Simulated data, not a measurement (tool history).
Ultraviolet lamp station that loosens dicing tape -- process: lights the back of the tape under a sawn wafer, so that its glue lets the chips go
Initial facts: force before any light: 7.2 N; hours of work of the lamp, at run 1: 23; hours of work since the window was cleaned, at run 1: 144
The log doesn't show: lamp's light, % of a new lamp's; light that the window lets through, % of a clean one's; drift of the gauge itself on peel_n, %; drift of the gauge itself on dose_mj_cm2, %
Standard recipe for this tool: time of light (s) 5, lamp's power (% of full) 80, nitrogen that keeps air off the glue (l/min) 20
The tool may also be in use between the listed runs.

run     day  time of light (s)  lamp's power (% of full)  nitrogen that keeps air off the glue (l/min)  hours of work of the lamp  hours of work since the window was cleaned  force that peels the tape off (N)  light that reached the tape (J/m2)
  1       0                  5                        80                                            20                         23                                         144                              0.931                                2330
  2   2.458                  5                        80                                            20                         64                                         186                              0.985                                2260
  3   4.288                  5                        80                                            20                         96                                         217                              1.029                                2180
  4   6.504                  3                        80                                            20                        133                                         254                              2.203                                1300
  5   8.617                  3                        80                                            20                        169                                         290                              2.251                                1270
  6  10.412                  5                        80                                            20                        200                                         321                              1.179                                2040
  7  11.712                  5                        80                                            20                        222                                         343                              1.191                                2020
  8  13.696                  5                        83                                            20                        255                                         377                              1.115                                2070
  9  15.104                  5                        83                                            20                        279                                         401                              1.215                                1960
 10  16.992                  5                        83                                            20                        312                                         433                               1.23                                1950
 11  18.942                  5                        80                                            20                        345                                         466                              1.363                                1820
 12  21.471                  5                        80                                            20                        388                                         509                              1.481                                1770
 13  23.571                  5                        80                                            20                        423                                         545                              1.499                                1750
 14  25.521                  5                        80                                            20                        456                                         578                              1.557                                1650
     25.733  -- window cleaned of glue's vapour
 15  27.517                  5                        80                                            20                        490                                          30                              1.869                                1500
 16  29.675                  3                        66                                            27                        527                                          67                              3.324                                 740
 17  31.396                  3                        66                                            27                        556                                          96                              3.544                                 730
       32.4  -- window cleaned of glue's vapour, once more
 18  33.458                  3                        84                                             8                        591                                          18                               3.56                                1140
 19  34.908                  3                        63                                             8                        615                                          43                              4.109                                 850
 20  36.804                  5                        76                                            35                        648                                          75                              1.195                                1620
 21  38.842                  5                        60                                            11                        682                                         110                              2.909                                1250
 22  41.633                  5                        96                                            14                        730                                         157                              1.588                                1970
 23  43.825                  5                        79                                            20                        767                                         194                              1.724                                1600
 24  45.842                  2                        69                                             9                        801                                         228                              5.053                                 540
 25  48.046                  2                        69                                             9                        839                                         266                              5.166                                 510
 26  50.954                  2                        69                                             9                        888                                         315                              5.303                                 440
 27  53.446                  2                        69                                             9                        930                                         358                                4.9                                 510
 28  56.221                  2                        73                                            13                        978                                         405                               5.14                                 450

Per-run results on a tool with no hidden state, each run keeping its own random variation:
run  force that peels the tape off (N)  light that reached the tape (J/m2)
  1                              0.856                                2450
  2                              0.864                                2440
  3                              0.868                                2410
  4                              1.891                                1480
  5                              1.876                                1480
  6                              0.874                                2450
  7                              0.858                                2460
  8                              0.769                                2570
  9                              0.816                                2500
 10                              0.793                                2530
 11                              0.855                                2430
 12                              0.885                                2440
 13                              0.859                                2470
 14                              0.862                                2420
 15                              0.902                                2430
 16                              2.053                                1220
 17                              2.151                                1230
 18                              2.803                                1530
 19                              3.387                                1170
 20                              0.666                                2290
 21                              1.976                                1820
 22                              0.823                                2960
 23                              0.874                                2470
 24                              4.094                                 860
 25                              4.135                                 850
 26                              4.177                                 800
 27                              3.808                                 890
 28                              3.701                                 880

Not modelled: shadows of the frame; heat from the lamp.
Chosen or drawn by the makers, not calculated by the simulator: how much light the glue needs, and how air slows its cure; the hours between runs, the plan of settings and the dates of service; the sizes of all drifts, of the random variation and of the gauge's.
